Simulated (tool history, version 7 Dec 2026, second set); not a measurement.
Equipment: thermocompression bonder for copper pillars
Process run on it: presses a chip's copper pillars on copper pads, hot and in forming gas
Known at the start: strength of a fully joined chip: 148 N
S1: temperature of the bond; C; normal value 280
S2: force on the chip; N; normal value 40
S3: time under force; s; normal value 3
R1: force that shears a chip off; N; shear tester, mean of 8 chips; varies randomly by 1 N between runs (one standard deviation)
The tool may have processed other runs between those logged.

Run 1, hour 0.0: usual settings. Result: R1 85.1 N.
Run 2, hour 13.9: usual settings. Result: R1 85.8 N.
Run 3, hour 42.7: usual settings. Result: R1 83.9 N.
Run 4, hour 70.5: usual settings. Result: R1 83.4 N.
Run 5, hour 88.1: usual settings but S3 8 s. Result: R1 108.1 N.
At hour 108.7: forming gas filter changed.
Run 6, hour 116.4: usual settings but S1 304 C, S3 8 s. Result: R1 130.3 N.
Run 7, hour 140.2: usual settings but S1 272 C, S3 8 s. Result: R1 105.1 N.
Run 8, hour 164.1: usual settings but S2 32 N. Result: R1 73.9 N.
Run 9, hour 181.2: usual settings but S1 303 C. Result: R1 106.2 N.
Run 10, hour 210.3: usual settings but S3 7 s. Result: R1 109.3 N.
Run 11, hour 232.4: usual settings but S3 7 s. Result: R1 107.8 N.
Run 12, hour 246.8: usual settings but S3 7 s. Result: R1 107.3 N.
Run 13, hour 265.7: usual settings but S3 7 s. Result: R1 106.6 N.
Run 14, hour 288.1: usual settings but S3 7 s. Result: R1 105.7 N.
Run 15, hour 313.7: usual settings but S1 261 C. Result: R1 67.6 N.
Run 16, hour 326.4: usual settings but S1 261 C. Result: R1 68.8 N.
Run 17, hour 346.7: usual settings but S1 261 C. Result: R1 66.1 N.
Run 18, hour 365.9: usual settings but S1 291 C. Result: R1 91.0 N.
Run 19, hour 394.8: usual settings but S2 53 N, S3 5 s. Result: R1 110.2 N.
At hour 401.0: forming gas filter changed.
Run 20, hour 412.4: usual settings but S2 53 N, S3 5 s. Result: R1 121.2 N.
Run 21, hour 433.9: usual settings but S2 31 N. Result: R1 70.7 N.
Run 22, hour 454.0: usual settings but S2 31 N. Result: R1 72.3 N.
Run 23, hour 471.7: usual settings but S1 272 C, S2 34 N, S3 7 s. Result: R1 92.8 N.
Run 24, hour 499.6: usual settings but S1 272 C, S2 34 N, S3 7 s. Result: R1 91.8 N.
Run 25, hour 513.7: usual settings but S1 279 C, S2 42 N, S3 2 s. Result: R1 77.3 N.
Run 26, hour 526.8: usual settings but S1 309 C, S2 38 N. Result: R1 104.3 N.
Run 27, hour 550.5: usual settings but S1 294 C, S2 26 N. Result: R1 70.4 N.
Run 28, hour 563.4: usual settings but S1 294 C, S2 26 N. Result: R1 70.0 N.
Run 29, hour 579.2: usual settings but S1 306 C, S2 46 N. Result: R1 109.9 N.
Run 30, hour 596.9: usual settings but S1 273 C, S3 4 s. Result: R1 87.1 N.
Run 31, hour 622.9: usual settings but S2 45 N, S3 9 s. Result: R1 113.0 N.
Run 32, hour 635.2: usual settings but S1 290 C. Result: R1 88.2 N.
Run 33, hour 655.2: usual settings but S1 277 C. Result: R1 77.4 N.
Run 34, hour 676.4: usual settings but S1 277 C, S2 28 N, S3 6 s. Result: R1 76.5 N.

Below, each run's measurement less what the same run would have read without the hidden state. Both values contain the same run-to-run variation, but the gauge's scatter may not be the same in both:
The hidden state here: true temperature of the bond over the reading, C; force that reaches the chip, % of what is set; oxide that the forming gas leaves, % of the face; drift of the gauge itself on shear_n, %.
run     R1
  1   -4.9
  2   -5.5
  3   -6.1
  4   -6.9
  5   -9.0
  6   -1.2
  7   -2.1
  8   -2.4
  9   -3.5
 10   -4.4
 11   -5.1
 12   -5.5
 13   -6.1
 14   -6.8
 15   -5.5
 16   -5.9
 17   -6.2
 18   -8.5
 19  -10.4
 20   -2.8
 21   -3.2
 22   -3.7
 23   -4.7
 24   -5.5
 25   -5.4
 26   -6.4
 27   -5.9
 28   -6.1
 29   -8.2
 30   -8.1
 31   -9.5
 32   -9.2
 33   -9.1
 34   -9.6
